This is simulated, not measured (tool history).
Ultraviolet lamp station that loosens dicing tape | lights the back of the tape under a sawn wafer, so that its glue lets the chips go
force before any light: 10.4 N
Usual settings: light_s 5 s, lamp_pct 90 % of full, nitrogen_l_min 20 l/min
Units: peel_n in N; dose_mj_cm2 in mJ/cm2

run   hour  light_s  lamp_pct  nitrogen_l_min  peel_n  dose_mj_cm2
  1    0.0        5        90              20   0.244          333
  2   17.0        5        90              20   0.245          336
  3   26.4        5        90              20   0.256          332
  4   39.4        5        90              20   0.270          330
  5   49.5        5        90              20   0.284          327
  6   70.3        5        90              20   0.264          323
      72.7  -- window cleaned of glue's vapour
  7   88.8        8        90              20   0.146          493
  8  110.3        8        90              20   0.140          487
  9  124.9        8        90              20   0.131          486
 10  134.5        8        90              20   0.142          478
 11  146.8        2        90              20   2.268          117
 12  157.6        2        90              20   2.338          118
 13  178.6        2        90              20   2.338          116
     180.2  -- window cleaned of glue's vapour, once more
 14  200.2        2        95              38   1.119          139
 15  211.1        5        84              20   0.286          320
 16  225.3        5        76              38   0.226          284
 17  243.7        4        90              13   0.642          270
 18  254.4        4        90              13   0.656          265
 19  271.4        4        90              13   0.674          263
 20  291.9        6        91              10   0.318          397
 21  305.4        8        90              20   0.130          521

4 ways to go on from here, each from the tool as it stands after run 21. What would each give?
  A  315.1        7        90              18       ?            ?
  B  315.1        4        90              13       ?            ?
  C  315.1        8        90              17       ?            ?
  D  315.1       10        92              20       ?            ?

run  peel_n  dose_mj_cm2
  A   0.158          447
  B   0.724          257
  C   0.136          514
  D   0.130          656
Without the tool's hidden state the same runs would have given:
run  peel_n  dose_mj_cm2
  A   0.129          594
  B   0.366          342
  C   0.121          683
  D   0.128          872
